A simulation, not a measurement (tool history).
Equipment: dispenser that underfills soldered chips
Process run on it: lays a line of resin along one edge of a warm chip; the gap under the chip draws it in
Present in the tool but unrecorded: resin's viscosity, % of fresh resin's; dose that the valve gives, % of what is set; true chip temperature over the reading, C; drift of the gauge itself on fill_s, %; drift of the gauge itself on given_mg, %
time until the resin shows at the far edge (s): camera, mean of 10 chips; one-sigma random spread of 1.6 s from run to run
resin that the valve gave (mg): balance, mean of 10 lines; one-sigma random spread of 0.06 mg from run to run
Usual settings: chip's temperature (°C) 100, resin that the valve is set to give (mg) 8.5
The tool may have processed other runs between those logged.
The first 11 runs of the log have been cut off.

| run | day | chip's temperature (°C) | resin that the valve is set to give (mg) | hours of work since the syringe was changed | hours of work since the valve was cleaned | hours of work since the stage was calibrated | time until the resin shows at the far edge (s) | resin that the valve gave (mg) |
|---|---|---|---|---|---|---|---|---|
| 12 | 1.442 | 105 | 8.5 | 4 | 67 | 114 | 159.1 | 8.14 |
| 13 | 1.629 | 105 | 8.5 | 7 | 69 | 117 | 171.6 | 8.15 |
|  | 1.708 | new syringe of resin |
| 14 | 1.721 | 100 | 9.42 | 0 | 71 | 118 | 164.3 | 9.07 |
| 15 | 1.883 | 100 | 9.42 | 3 | 73 | 121 | 174.4 | 8.98 |
| 16 | 2.012 | 100 | 9.42 | 5 | 75 | 123 | 188.8 | 9.02 |
| 17 | 2.171 | 100 | 9.42 | 7 | 78 | 125 | 200.6 | 8.94 |
|  | 2.212 | new syringe of resin |
| 18 | 2.312 | 97 | 9.45 | 2 | 80 | 127 | 186 | 9.04 |
| 19 | 2.5 | 105 | 7.62 | 4 | 83 | 130 | 166.4 | 7.23 |
| 20 | 2.604 | 108 | 7.7 | 6 | 84 | 132 | 155.7 | 7.35 |
| 21 | 2.688 | 115 | 10.57 | 7 | 85 | 133 | 124.4 | 10.08 |
|  | 2.725 | new syringe of resin |
| 22 | 2.779 | 95 | 9.98 | 1 | 87 | 134 | 199.4 | 9.51 |
| 23 | 2.896 | 95 | 9.98 | 3 | 89 | 136 | 212.4 | 9.48 |
| 24 | 3.038 | 95 | 9.98 | 5 | 91 | 138 | 229.4 | 9.45 |
| 25 | 3.129 | 96 | 8.86 | 6 | 92 | 140 | 231.4 | 8.43 |
|  | 3.229 | new syringe of resin |
| 26 | 3.229 | 96 | 10.11 | 0 | 94 | 141 | 187.7 | 9.57 |
| 27 | 3.404 | 86 | 7.95 | 3 | 96 | 144 | 318.1 | 7.58 |
| 28 | 3.575 | 86 | 7.95 | 5 | 99 | 146 | 351.4 | 7.49 |
| 29 | 3.675 | 102 | 8.17 | 7 | 100 | 148 | 200.9 | 7.8 |
|  | 3.733 | new syringe of resin |
| 30 | 3.867 | 105 | 10.32 | 2 | 103 | 151 | 144.7 | 9.69 |
| 31 | 4.004 | 105 | 8.86 | 4 | 105 | 153 | 157.8 | 8.28 |
| 32 | 4.129 | 111 | 10 | 6 | 107 | 155 | 134.4 | 9.29 |
|  | 4.242 | new syringe of resin |
| 33 | 4.271 | 104 | 10.57 | 0 | 109 | 157 | 142.4 | 9.81 |
| 34 | 4.45 | 104 | 10.57 | 3 | 112 | 159 | 154.9 | 9.76 |

Below are 3 alternative next runs, each starting from the tool's condition after run 34. Predict each:
| A | 4.554 | 100 | 7.57 | 5 | 114 | 161 | ? | ? |
| B | 4.554 | 94 | 7.69 | 5 | 114 | 161 | ? | ? |
| C | 4.554 | 115 | 7.28 | 5 | 114 | 161 | ? | ? |

| run | time until the resin shows at the far edge (s) | resin that the valve gave (mg) |
|---|---|---|
| A | 205.4 | 7.13 |
| B | 248.2 | 7.23 |
| C | 123.8 | 6.93 |
Had the tool no hidden state, the same runs would have come out as:
| run | time until the resin shows at the far edge (s) | resin that the valve gave (mg) |
|---|---|---|
| A | 165.9 | 7.64 |
| B | 200.5 | 7.75 |
| C | 99.8 | 7.41 |

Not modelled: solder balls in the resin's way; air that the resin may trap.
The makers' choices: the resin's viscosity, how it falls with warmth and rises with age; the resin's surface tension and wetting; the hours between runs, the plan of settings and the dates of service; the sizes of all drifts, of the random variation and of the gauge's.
